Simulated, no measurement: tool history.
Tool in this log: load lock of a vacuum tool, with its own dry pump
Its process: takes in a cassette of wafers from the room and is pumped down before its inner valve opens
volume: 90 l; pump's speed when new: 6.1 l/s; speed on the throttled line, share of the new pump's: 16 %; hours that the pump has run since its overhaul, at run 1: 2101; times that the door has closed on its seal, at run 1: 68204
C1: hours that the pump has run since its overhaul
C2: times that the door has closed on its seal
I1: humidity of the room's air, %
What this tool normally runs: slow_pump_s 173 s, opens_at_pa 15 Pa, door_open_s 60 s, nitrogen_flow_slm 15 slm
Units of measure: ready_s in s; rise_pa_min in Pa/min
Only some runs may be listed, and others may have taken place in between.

run 1 hour=0 | slow_pump_s=173 opens_at_pa=15 door_open_s=60 nitrogen_flow_slm=15 | C1=2101 C2=68204 | I1=42.8 | ready_s=282.3 rise_pa_min=0.222
run 2 hour=338 | slow_pump_s=173 opens_at_pa=15 door_open_s=60 nitrogen_flow_slm=15 | C1=2439 C2=69783 | I1=41.7 | ready_s=281.8 rise_pa_min=0.229
run 3 hour=704.2 | slow_pump_s=173 opens_at_pa=15 door_open_s=60 nitrogen_flow_slm=15 | C1=2805 C2=71493 | I1=44.9 | ready_s=285.4 rise_pa_min=0.246
run 4 hour=1003.7 | slow_pump_s=173 opens_at_pa=15 door_open_s=60 nitrogen_flow_slm=15 | C1=3105 C2=72893 | I1=47.5 | ready_s=282.9 rise_pa_min=0.253
run 5 hour=1268 | slow_pump_s=173 opens_at_pa=15 door_open_s=60 nitrogen_flow_slm=15 | C1=3369 C2=74127 | I1=43.2 | ready_s=283.4 rise_pa_min=0.258
-- hour=1526.8 door's seal changed, seat wiped
run 6 hour=1559.9 | slow_pump_s=173 opens_at_pa=15 door_open_s=60 nitrogen_flow_slm=15 | C1=3660 C2=155 | I1=42.3 | ready_s=285.4 rise_pa_min=0.015
run 7 hour=1723.7 | slow_pump_s=173 opens_at_pa=15 door_open_s=60 nitrogen_flow_slm=15 | C1=3823 C2=920 | I1=43.1 | ready_s=282.2 rise_pa_min=0.025
run 8 hour=2005.7 | slow_pump_s=173 opens_at_pa=15 door_open_s=60 nitrogen_flow_slm=15 | C1=4105 C2=2238 | I1=46.4 | ready_s=286.8 rise_pa_min=0.019
run 9 hour=2278.7 | slow_pump_s=173 opens_at_pa=15 door_open_s=60 nitrogen_flow_slm=15 | C1=4378 C2=3513 | I1=43.5 | ready_s=286.3 rise_pa_min=0.02
run 10 hour=2454.7 | slow_pump_s=173 opens_at_pa=15 door_open_s=60 nitrogen_flow_slm=15 | C1=4554 C2=4335 | I1=45.8 | ready_s=288.2 rise_pa_min=0.016
run 11 hour=2795.8 | slow_pump_s=173 opens_at_pa=15 door_open_s=60 nitrogen_flow_slm=15 | C1=4895 C2=5929 | I1=46.5 | ready_s=285.4 rise_pa_min=0.019
run 12 hour=3100 | slow_pump_s=173 opens_at_pa=15 door_open_s=60 nitrogen_flow_slm=15 | C1=5200 C2=7350 | I1=46 | ready_s=286 rise_pa_min=0.023
run 13 hour=3434.1 | slow_pump_s=97 opens_at_pa=15 door_open_s=60 nitrogen_flow_slm=17 | C1=5534 C2=8911 | I1=42.2 | ready_s=227.1 rise_pa_min=0.023
run 14 hour=3765.4 | slow_pump_s=97 opens_at_pa=15 door_open_s=60 nitrogen_flow_slm=17 | C1=5865 C2=10458 | I1=44.9 | ready_s=226.2 rise_pa_min=0.025
run 15 hour=3950.3 | slow_pump_s=97 opens_at_pa=15 door_open_s=60 nitrogen_flow_slm=17 | C1=6050 C2=11322 | I1=44.3 | ready_s=226.5 rise_pa_min=0.025
run 16 hour=4154.7 | slow_pump_s=173 opens_at_pa=15 door_open_s=51 nitrogen_flow_slm=15 | C1=6254 C2=12277 | I1=46.3 | ready_s=286.2 rise_pa_min=0.033
run 17 hour=4364.8 | slow_pump_s=174 opens_at_pa=12 door_open_s=63 nitrogen_flow_slm=5 | C1=6464 C2=13258 | I1=46.3 | ready_s=294.1 rise_pa_min=0.046
run 18 hour=4622.2 | slow_pump_s=110 opens_at_pa=15 door_open_s=60 nitrogen_flow_slm=15 | C1=6722 C2=14461 | I1=46 | ready_s=238.9 rise_pa_min=0.031
run 19 hour=4934.3 | slow_pump_s=213 opens_at_pa=20 door_open_s=124 nitrogen_flow_slm=13 | C1=7034 C2=15919 | I1=46.7 | ready_s=315.3 rise_pa_min=0.046

Predict each of these 4 candidate next runs independently; none follows another, all start after run 19:
run A hour=5133.6 | slow_pump_s=142 opens_at_pa=12 door_open_s=60 nitrogen_flow_slm=15 | C1=7233 C2=16850 | I1=47.9 | ready_s=? rise_pa_min=?
run B hour=5133.6 | slow_pump_s=177 opens_at_pa=11 door_open_s=124 nitrogen_flow_slm=11 | C1=7233 C2=16850 | I1=47.1 | ready_s=? rise_pa_min=?
run C hour=5133.6 | slow_pump_s=173 opens_at_pa=17 door_open_s=178 nitrogen_flow_slm=4 | C1=7233 C2=16850 | I1=46 | ready_s=? rise_pa_min=?
run D hour=5133.6 | slow_pump_s=213 opens_at_pa=20 door_open_s=25 nitrogen_flow_slm=9 | C1=7233 C2=16850 | I1=42.1 | ready_s=? rise_pa_min=?

run=A ready_s=268 rise_pa_min=0.036
run=B ready_s=300.2 rise_pa_min=0.054
run=C ready_s=289.9 rise_pa_min=0.083
run=D ready_s=317.9 rise_pa_min=0.034
Take away the tool's hidden state, keep each run's random variation, and the runs would have read:
run=A ready_s=252.9 rise_pa_min=0.013
run=B ready_s=285.6 rise_pa_min=0.03
run=C ready_s=276.4 rise_pa_min=0.059
run=D ready_s=305.6 rise_pa_min=0.01

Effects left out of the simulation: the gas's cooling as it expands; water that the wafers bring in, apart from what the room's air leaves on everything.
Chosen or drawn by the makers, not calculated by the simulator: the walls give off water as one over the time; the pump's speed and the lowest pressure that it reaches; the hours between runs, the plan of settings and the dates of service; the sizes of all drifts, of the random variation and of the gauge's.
